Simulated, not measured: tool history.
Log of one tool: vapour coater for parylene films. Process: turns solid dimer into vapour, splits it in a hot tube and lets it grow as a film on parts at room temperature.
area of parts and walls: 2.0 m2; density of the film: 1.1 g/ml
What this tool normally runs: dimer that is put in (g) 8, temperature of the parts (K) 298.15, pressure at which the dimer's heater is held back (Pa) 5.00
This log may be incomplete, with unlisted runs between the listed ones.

| run | hour | dimer that is put in (g) | temperature of the parts (K) | pressure at which the dimer's heater is held back (Pa) | thickness of the film (µm) |
|---|---|---|---|---|---|
| 1 | 0.0 | 8 | 298.15 | 5.00 | 2.66 |
| 2 | 27.8 | 8 | 298.15 | 5.00 | 2.64 |
| 3 | 39.7 | 8 | 298.15 | 5.00 | 2.66 |
| 4 | 61.1 | 8 | 298.15 | 5.00 | 2.67 |
| 5 | 80.9 | 8 | 298.15 | 5.00 | 2.61 |
| 6 | 97.8 | 8 | 298.15 | 5.00 | 2.64 |
| 7 | 120.1 | 8 | 298.15 | 6.90 | 2.50 |
| 8 | 135.5 | 8 | 298.15 | 6.90 | 2.52 |
| 9 | 149.1 | 8 | 298.15 | 6.90 | 2.41 |
| 10 | 174.5 | 8 | 298.15 | 6.90 | 2.48 |
| 11 | 203.0 | 8 | 291.15 | 3.73 | 3.04 |
| 12 | 226.3 | 6 | 309.15 | 3.16 | 1.70 |
|  | 232.4 | trap's valve overhauled |
| 13 | 256.8 | 8 | 295.15 | 5.00 | 2.94 |
| 14 | 273.3 | 8 | 295.15 | 5.00 | 2.97 |
| 15 | 287.0 | 8 | 295.15 | 5.00 | 2.92 |

Below are 3 alternative next runs, each starting from the tool's condition after run 15. Predict each:
| A | 302.8 | 8 | 298.15 | 2.59 | ? |
| B | 302.8 | 3 | 293.15 | 2.91 | ? |
| C | 302.8 | 8 | 292.15 | 5.00 | ? |

| run | thickness of the film (µm) |
|---|---|
| A | 3.13 |
| B | 1.22 |
| C | 3.08 |
With the hidden condition removed and each run's random variation left untouched, the same runs would have given:
| run | thickness of the film (µm) |
|---|---|
| A | 3.19 |
| B | 1.25 |
| C | 3.14 |
